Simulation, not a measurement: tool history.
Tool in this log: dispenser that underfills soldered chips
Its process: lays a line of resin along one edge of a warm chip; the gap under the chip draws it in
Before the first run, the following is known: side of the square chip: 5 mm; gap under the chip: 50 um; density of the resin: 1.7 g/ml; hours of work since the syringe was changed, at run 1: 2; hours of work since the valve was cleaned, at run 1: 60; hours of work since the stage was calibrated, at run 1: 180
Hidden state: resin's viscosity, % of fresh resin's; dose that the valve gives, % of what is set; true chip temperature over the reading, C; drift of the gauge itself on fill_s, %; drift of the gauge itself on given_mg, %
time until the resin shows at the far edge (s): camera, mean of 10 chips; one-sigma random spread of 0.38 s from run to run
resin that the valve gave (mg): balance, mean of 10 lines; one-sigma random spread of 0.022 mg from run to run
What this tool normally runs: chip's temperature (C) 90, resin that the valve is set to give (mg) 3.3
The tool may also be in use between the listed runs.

run,day,chip's temperature (C),resin that the valve is set to give (mg),hours of work since the syringe was changed,hours of work since the valve was cleaned,hours of work since the stage was calibrated,time until the resin shows at the far edge (s),resin that the valve gave (mg)
1,0,90,3.3,2,60,180,27,3.15
2,0.208,90,3.3,5,63,183,36.9,3.13
# day 0.404: new syringe of resin
3,0.625,90,3.3,4,70,190,32.7,3.16
# day 0.908: new syringe of resin
4,0.908,90,3.48,0,75,195,23.1,3.35
5,1.117,90,3.3,4,79,198,32.1,3.14
# day 1.396: new syringe of resin
6,1.396,90,3.3,0,83,203,23.2,3.11
# day 1.879: new syringe of resin
7,1.879,90,3.86,0,91,211,22.8,3.59
8,2.088,76,3.3,4,95,214,54.7,3.05
# day 2.167: dispensing valve cleaned and set on the balance
# day 2.408: new syringe of resin
9,2.471,90,3.3,1,5,220,25.6,3.33
# day 2.9: new syringe of resin
10,2.942,90,3.3,1,13,228,25.2,3.22
11,3.204,90,3.3,5,17,232,36.3,3.24
# day 3.408: new syringe of resin
12,3.662,90,3.3,4,25,240,33.9,3.24
# day 3.879: new syringe of resin
13,4.079,90,3.3,3,32,247,30.8,3.17
14,4.292,90,3.3,7,36,251,42.9,3.26
# day 4.375: new syringe of resin
15,4.733,86,3.3,6,43,258,45.9,3.21
# day 4.842: new syringe of resin
16,5.108,89,3.3,5,49,264,35.8,3.19
# day 5.321: new syringe of resin
17,5.4,89,3.3,1,54,269,26.4,3.19
# day 5.796: new syringe of resin
18,5.821,76,2.8,0,61,276,43.1,2.68
19,6.208,97,3.88,7,67,283,32.7,3.7
# day 6.275: new syringe of resin
20,6.442,97,3.88,3,71,286,22.6,3.69
# day 6.771: new syringe of resin
21,6.925,77,3.96,3,79,294,46.8,3.72
# day 7.258: new syringe of resin
22,7.412,83,2.99,3,87,303,40.1,2.82
# day 7.729: new syringe of resin
23,7.829,83,3.37,2,94,310,36,3.13
# day 7.938: dispensing valve cleaned and set on the balance
24,8.083,83,3.37,5,2,313,47.8,3.38
# day 8.25: new syringe of resin
25,8.554,91,3.84,5,10,321,34.9,3.76
# day 8.733: new syringe of resin
26,8.904,91,3.84,3,16,327,27.8,3.78
# day 9.217: new syringe of resin
27,9.275,90,3.48,1,22,333,25.6,3.48
28,9.479,92,3.48,4,26,336,31.3,3.4
# day 9.692: new syringe of resin
29,9.692,81,4.1,0,29,340,31.4,4.05
# day 10.175: new syringe of resin
30,10.175,89,3.04,0,37,348,24.8,2.97
31,10.562,83,3.18,7,44,355,52.8,3.07

What does the tool deliver on the next run?
# day 10.658: new syringe of resin
# day 11.046: stage's temperature calibrated
32,11.058,90,3.8,6,51,0,?,?

Run 32 measured time until the resin shows at the far edge (s) 40.6, resin that the valve gave (mg) 3.66.
Take away the tool's hidden state, keep the run-to-run variation as it was, and the same run would have given time until the resin shows at the far edge (s) 23.8, resin that the valve gave (mg) 3.79.
